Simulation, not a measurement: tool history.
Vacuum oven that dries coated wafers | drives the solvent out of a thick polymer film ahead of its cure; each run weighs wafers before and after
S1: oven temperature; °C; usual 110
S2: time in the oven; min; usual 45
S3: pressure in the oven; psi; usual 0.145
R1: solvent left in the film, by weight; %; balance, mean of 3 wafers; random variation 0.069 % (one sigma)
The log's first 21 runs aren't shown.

run,hour,S1,S2,S3,R1
22,1282.8,106,45,0.145,7.43
23,1320.9,106,45,0.145,7.33
24,1370.8,110,40,0.573,10.34
25,1412.1,110,40,0.573,10.58
26,1484.2,110,45,0.107,5.51
27,1543.6,98,45,0.107,10.56
28,1612.2,98,45,0.107,10.49
# hour 1642.8: oven's thermocouples calibrated
29,1649.7,102,74,0.241,7.23
30,1707.5,102,74,0.241,7.27
31,1743.5,118,24,0.186,5.99
32,1793.5,118,24,0.186,5.98
33,1850.4,110,66,0.080,3.20
34,1915.9,110,66,0.080,3.30
35,1972.1,99,33,0.129,11.59

Run 36 comes next. What will it give?
# hour 2013.6: vacuum gauge cleaned of residue and calibrated
36,2034.4,99,25,0.209,?

{"run 36": {"R1": 12.97}}
Without the tool's hidden state the same run would have given R1 12.91 %.
